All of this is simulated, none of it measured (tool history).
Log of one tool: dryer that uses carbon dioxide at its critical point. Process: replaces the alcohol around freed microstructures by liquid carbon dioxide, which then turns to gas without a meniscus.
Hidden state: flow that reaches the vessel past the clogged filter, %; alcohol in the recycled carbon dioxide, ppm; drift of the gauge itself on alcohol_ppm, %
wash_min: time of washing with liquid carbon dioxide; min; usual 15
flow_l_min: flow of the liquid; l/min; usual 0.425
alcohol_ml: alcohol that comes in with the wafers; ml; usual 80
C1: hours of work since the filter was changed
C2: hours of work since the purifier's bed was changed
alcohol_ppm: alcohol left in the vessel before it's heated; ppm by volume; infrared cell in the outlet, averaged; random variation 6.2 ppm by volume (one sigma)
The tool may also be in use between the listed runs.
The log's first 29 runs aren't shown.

{"run": 30, "hour": 191.6, "wash_min": 18, "flow_l_min": 0.64, "alcohol_ml": 91, "C1": 168, "C2": 179, "alcohol_ppm": 67}
{"run": 31, "hour": 196.4, "wash_min": 15, "flow_l_min": 0.425, "alcohol_ml": 35, "C1": 171, "C2": 182, "alcohol_ppm": 206}
{"run": 32, "hour": 201.8, "wash_min": 15, "flow_l_min": 0.425, "alcohol_ml": 35, "C1": 175, "C2": 185, "alcohol_ppm": 225}
{"run": 33, "hour": 209.3, "wash_min": 15, "flow_l_min": 0.425, "alcohol_ml": 35, "C1": 179, "C2": 189, "alcohol_ppm": 224}
{"run": 34, "hour": 214.6, "wash_min": 15, "flow_l_min": 0.425, "alcohol_ml": 35, "C1": 182, "C2": 192, "alcohol_ppm": 227}
{"run": 35, "hour": 220.7, "wash_min": 22, "flow_l_min": 0.572, "alcohol_ml": 48, "C1": 186, "C2": 196, "alcohol_ppm": 86}
{"hour": 225.1, "done": "inlet filter changed"}
{"run": 36, "hour": 226.7, "wash_min": 22, "flow_l_min": 0.572, "alcohol_ml": 48, "C1": 1, "C2": 199, "alcohol_ppm": 84}
{"run": 37, "hour": 235.8, "wash_min": 22, "flow_l_min": 0.572, "alcohol_ml": 58, "C1": 6, "C2": 205, "alcohol_ppm": 85}
{"run": 38, "hour": 243.8, "wash_min": 11, "flow_l_min": 0.409, "alcohol_ml": 36, "C1": 11, "C2": 209, "alcohol_ppm": 703}
{"run": 39, "hour": 251.9, "wash_min": 11, "flow_l_min": 0.409, "alcohol_ml": 36, "C1": 16, "C2": 214, "alcohol_ppm": 695}
{"run": 40, "hour": 256.8, "wash_min": 11, "flow_l_min": 0.409, "alcohol_ml": 36, "C1": 19, "C2": 217, "alcohol_ppm": 703}
{"run": 41, "hour": 266.1, "wash_min": 21, "flow_l_min": 0.447, "alcohol_ml": 64, "C1": 25, "C2": 223, "alcohol_ppm": 98}
{"run": 42, "hour": 271.5, "wash_min": 22, "flow_l_min": 0.297, "alcohol_ml": 22, "C1": 28, "C2": 226, "alcohol_ppm": 161}
{"run": 43, "hour": 276.3, "wash_min": 19, "flow_l_min": 0.283, "alcohol_ml": 80, "C1": 31, "C2": 229, "alcohol_ppm": 806}
{"run": 44, "hour": 280.6, "wash_min": 10, "flow_l_min": 0.385, "alcohol_ml": 21, "C1": 33, "C2": 232, "alcohol_ppm": 772}
{"run": 45, "hour": 288.9, "wash_min": 19, "flow_l_min": 0.411, "alcohol_ml": 108, "C1": 38, "C2": 237, "alcohol_ppm": 197}
{"run": 46, "hour": 295.5, "wash_min": 15, "flow_l_min": 0.425, "alcohol_ml": 90, "C1": 42, "C2": 240, "alcohol_ppm": 380}
{"run": 47, "hour": 300.0, "wash_min": 10, "flow_l_min": 0.425, "alcohol_ml": 90, "C1": 45, "C2": 243, "alcohol_ppm": 2139}

Forecast each of these 4 alternatives for the next run:
{"run": "A", "hour": 309.0, "wash_min": 21, "flow_l_min": 0.425, "alcohol_ml": 104, "C1": 50, "C2": 249, "alcohol_ppm": "?"}
{"run": "B", "hour": 309.0, "wash_min": 13, "flow_l_min": 0.668, "alcohol_ml": 89, "C1": 50, "C2": 249, "alcohol_ppm": "?"}
{"run": "C", "hour": 309.0, "wash_min": 15, "flow_l_min": 0.287, "alcohol_ml": 80, "C1": 50, "C2": 249, "alcohol_ppm": "?"}
{"run": "D", "hour": 309.0, "wash_min": 10, "flow_l_min": 0.294, "alcohol_ml": 94, "C1": 50, "C2": 249, "alcohol_ppm": "?"}

run=A alcohol_ppm=130
run=B alcohol_ppm=126
run=C alcohol_ppm=1990
run=D alcohol_ppm=7307
Without the tool's hidden state the same runs would have given:
run=A alcohol_ppm=33
run=B alcohol_ppm=27
run=C alcohol_ppm=1778
run=D alcohol_ppm=6902

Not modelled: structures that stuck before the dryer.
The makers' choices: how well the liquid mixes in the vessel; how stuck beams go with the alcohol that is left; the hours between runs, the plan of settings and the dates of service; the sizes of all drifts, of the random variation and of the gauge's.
